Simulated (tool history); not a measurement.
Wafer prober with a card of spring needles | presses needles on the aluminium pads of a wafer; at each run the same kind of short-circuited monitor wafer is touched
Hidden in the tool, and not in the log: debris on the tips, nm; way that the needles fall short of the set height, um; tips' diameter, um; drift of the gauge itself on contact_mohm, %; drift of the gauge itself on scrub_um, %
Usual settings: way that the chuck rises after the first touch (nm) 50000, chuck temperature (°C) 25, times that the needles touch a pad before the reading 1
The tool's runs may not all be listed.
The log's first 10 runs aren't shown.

run,hour,way that the chuck rises after the first touch (nm),chuck temperature (°C),times that the needles touch a pad before the reading,touches since the tips were cleaned,cleanings since the card got new needles,touches since the first contact's height was set,resistance of one needle with its contact and lead (mohm),way that a needle slides on the pad (nm)
# hour 88.6: tips cleaned on abrasive film
11,93.4,64000,25,1,2381,51,78384,232,14510
# hour 98.4: height of the first contact set anew
# hour 100.2: tips cleaned on abrasive film
12,101.8,64000,25,1,790,52,1627,184,14670
13,108.4,64000,25,1,4004,52,4841,258,14640
# hour 112.1: tips cleaned on abrasive film
14,119.7,64000,25,1,3702,53,10317,255,14640
# hour 124.0: tips cleaned on abrasive film
15,127.3,64000,25,1,1615,54,13996,216,14620
# hour 136.2: tips cleaned on abrasive film
16,136.6,50000,25,1,214,55,18490,187,11410
17,144.5,50000,25,1,4084,55,22360,351,11430
# hour 147.8: tips cleaned on abrasive film
18,153.8,50000,57,1,2965,56,26846,322,11410
# hour 159.2: tips cleaned on abrasive film
19,164.0,39000,107,2,2334,57,31771,304,8880
# hour 170.7: tips cleaned on abrasive film
20,174.2,42000,34,1,1712,58,36702,341,9540
# hour 182.0: tips cleaned on abrasive film
21,182.0,42000,34,1,0,59,40471,172,9530
22,189.0,42000,34,1,3420,59,43891,411,9530
# hour 193.7: tips cleaned on abrasive film
23,199.8,50000,25,1,2942,60,49089,325,11330
# hour 205.0: tips cleaned on abrasive film
24,207.6,50000,83,1,1260,61,52882,259,11320
# hour 216.4: tips cleaned on abrasive film
25,216.4,50000,125,1,0,62,57118,182,11320
# hour 228.2: tips cleaned on abrasive film
26,229.5,50000,97,2,642,63,63483,190,11310
27,237.0,32000,97,2,4295,63,67136,470,7170
# hour 239.7: tips cleaned on abrasive film
28,248.1,32000,97,2,4113,64,72523,450,7170
# hour 251.1: tips cleaned on abrasive film
29,253.9,44000,104,1,1351,65,75271,313,9910
# hour 262.9: tips cleaned on abrasive film
# hour 265.3: height of the first contact set anew
30,266.4,49000,51,2,1562,66,505,222,11220
# hour 275.2: tips cleaned on abrasive film
31,277.0,33000,51,3,866,67,5641,237,7540
# hour 287.3: tips cleaned on abrasive film
32,290.7,53000,32,2,1654,68,12299,207,12100
# hour 298.6: tips cleaned on abrasive film
33,303.2,53000,32,2,2239,69,18361,225,12120
# hour 310.9: tips cleaned on abrasive film
34,313.2,53000,32,2,1099,70,23173,199,12050

3 ways to go on from here, each from the tool as it stands after run 34. What would each give?
# hour 322.3: tips cleaned on abrasive film
A,322.8,57000,54,1,254,71,27830,?,?
# hour 322.3: tips cleaned on abrasive film
B,322.8,50000,105,1,254,71,27830,?,?
# hour 322.3: tips cleaned on abrasive film
C,322.8,53000,32,1,254,71,27830,?,?

run,resistance of one needle with its contact and lead (mohm),way that a needle slides on the pad (nm)
A,176,13000
B,197,11410
C,177,12080
Without the tool's hidden state the same runs would have given:
run,resistance of one needle with its contact and lead (mohm),way that a needle slides on the pad (nm)
A,145,13070
B,160,11480
C,140,12150
